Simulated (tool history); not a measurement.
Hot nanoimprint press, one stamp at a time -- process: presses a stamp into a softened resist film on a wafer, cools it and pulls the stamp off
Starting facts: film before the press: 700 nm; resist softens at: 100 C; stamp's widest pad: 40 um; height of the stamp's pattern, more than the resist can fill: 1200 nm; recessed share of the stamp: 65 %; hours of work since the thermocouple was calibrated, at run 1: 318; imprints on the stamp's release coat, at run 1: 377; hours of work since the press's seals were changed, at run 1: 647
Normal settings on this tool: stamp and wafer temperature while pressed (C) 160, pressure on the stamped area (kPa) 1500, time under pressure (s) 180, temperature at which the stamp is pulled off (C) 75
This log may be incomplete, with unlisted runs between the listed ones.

run,hour,stamp and wafer temperature while pressed (C),pressure on the stamped area (kPa),time under pressure (s),temperature at which the stamp is pulled off (C),hours of work since the thermocouple was calibrated,imprints on the stamp's release coat,hours of work since the press's seals were changed,resist left under the stamp's widest pad (angstrom),greatest force while the stamp is pulled off (N)
1,0.0,160,1500,180,75,318,377,647,3247,96
2,21.2,160,1500,119,75,334,472,663,3745,97
3,35.0,160,1280,180,75,344,534,674,3489,103
4,57.7,160,1280,180,75,362,636,691,3478,106
5,77.0,160,1500,180,75,376,723,705,3277,107
6,94.7,160,1500,180,75,390,803,719,3241,106
7,107.1,160,1500,180,75,399,859,728,3284,109
8,127.7,160,1500,180,75,415,952,744,3270,109
# hour 141.5: stamp cleaned and given a new release coat
9,144.9,160,1500,180,75,423,15,752,3256,95
10,166.7,160,1500,180,75,440,113,769,3254,99
11,183.7,160,1500,180,75,452,190,782,3273,99
12,196.0,160,1500,180,75,462,245,791,3286,96
13,210.6,160,1500,180,75,473,310,802,3310,98
14,232.2,160,1500,180,75,489,408,818,3305,100
15,244.9,160,1500,180,75,499,465,828,3290,102
# hour 257.7: plate thermocouple calibrated
16,266.0,160,1500,180,75,6,546,842,3188,102
17,277.3,160,1500,92,81,15,597,850,4067,87
18,299.0,160,1500,92,81,31,695,867,4091,91
19,311.4,170,1880,215,63,41,750,876,1793,129
20,329.4,162,1030,180,75,54,831,890,3451,106
21,350.6,154,920,180,75,70,927,906,4720,110
# hour 369.5: stamp cleaned and given a new release coat
22,369.5,154,2290,180,75,80,0,915,3517,95
23,382.1,160,1500,287,64,90,57,925,2705,116
24,403.2,160,1500,287,64,106,152,941,2667,115
25,425.4,160,1500,287,64,122,252,958,2717,119
26,442.9,160,1500,287,64,136,330,971,2701,117
27,454.1,160,1500,287,64,144,381,979,2664,122
28,471.4,160,1500,287,64,157,458,992,2726,123
29,495.9,160,1500,287,64,176,569,1011,2710,125
30,507.1,160,1000,113,75,184,619,1020,4390,106

3 ways to go on from here, each from the tool as it stands after run 30. What would each give?
A,530.0,157,1500,266,75,202,723,1037,?,?
B,530.0,155,2100,268,75,202,723,1037,?,?
C,530.0,161,1500,180,75,202,723,1037,?,?

run,resist left under the stamp's widest pad (angstrom),greatest force while the stamp is pulled off (N)
A,3195,105
B,3073,105
C,3149,108
Take away the tool's hidden state, keep each run's random variation, and the runs would have read:
run,resist left under the stamp's widest pad (angstrom),greatest force while the stamp is pulled off (N)
A,3028,93
B,2855,94
C,2985,96
